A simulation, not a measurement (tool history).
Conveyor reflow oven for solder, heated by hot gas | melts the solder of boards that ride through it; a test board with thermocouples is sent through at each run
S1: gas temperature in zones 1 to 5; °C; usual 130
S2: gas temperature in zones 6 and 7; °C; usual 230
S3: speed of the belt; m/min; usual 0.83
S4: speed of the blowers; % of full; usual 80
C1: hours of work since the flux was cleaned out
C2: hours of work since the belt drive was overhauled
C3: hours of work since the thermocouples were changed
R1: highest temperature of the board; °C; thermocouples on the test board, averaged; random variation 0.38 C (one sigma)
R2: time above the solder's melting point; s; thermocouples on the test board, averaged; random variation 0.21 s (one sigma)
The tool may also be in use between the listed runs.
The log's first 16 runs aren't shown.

run,day,S1,S2,S3,S4,C1,C2,C3,R1,R2
17,5.496,130,230,0.83,80,116,97,285,207.7,34.3
18,5.738,130,218,0.838,63,120,101,290,193.4,18.5
# day 5.967: flux residue cleaned out of gas plates and filters
19,6.375,130,237,0.8,57,7,108,297,208.3,35.4
20,6.583,127,238,0.796,64,10,112,300,211.2,37.1
21,6.775,145,230,0.753,61,14,115,304,210,43.8
22,7.021,145,230,0.753,61,18,119,308,209.9,43.7
23,7.458,126,228,0.855,74,25,127,315,202.5,27.2
24,7.675,126,228,0.855,74,29,131,319,201.4,27.5
25,7.896,130,230,0.904,89,33,134,323,206.7,29.6
26,8.346,141,240,0.904,89,40,142,330,216,39.4
27,8.583,120,219,0.743,68,44,146,334,197.9,25.4
# day 8.912: flux residue cleaned out of gas plates and filters, once more
28,9.192,141,230,0.663,52,5,153,341,211.6,50.5
29,9.654,141,230,0.663,52,13,160,349,211.2,50.5
30,10.033,140,241,0.921,63,19,167,355,211,34.7

Forecast each of these 3 alternatives for the next run:
A,10.3,115,218,0.921,63,23,171,360,?,?
B,10.3,139,219,0.955,80,23,171,360,?,?
C,10.3,115,229,0.921,63,23,171,360,?,?

run,R1,R2
A,185.8,5.9
B,197.2,21.8
C,194.8,15.7
Without the tool's hidden state the same runs would have given:
run,R1,R2
A,186.8,7.2
B,198.2,22.7
C,195.8,16.6

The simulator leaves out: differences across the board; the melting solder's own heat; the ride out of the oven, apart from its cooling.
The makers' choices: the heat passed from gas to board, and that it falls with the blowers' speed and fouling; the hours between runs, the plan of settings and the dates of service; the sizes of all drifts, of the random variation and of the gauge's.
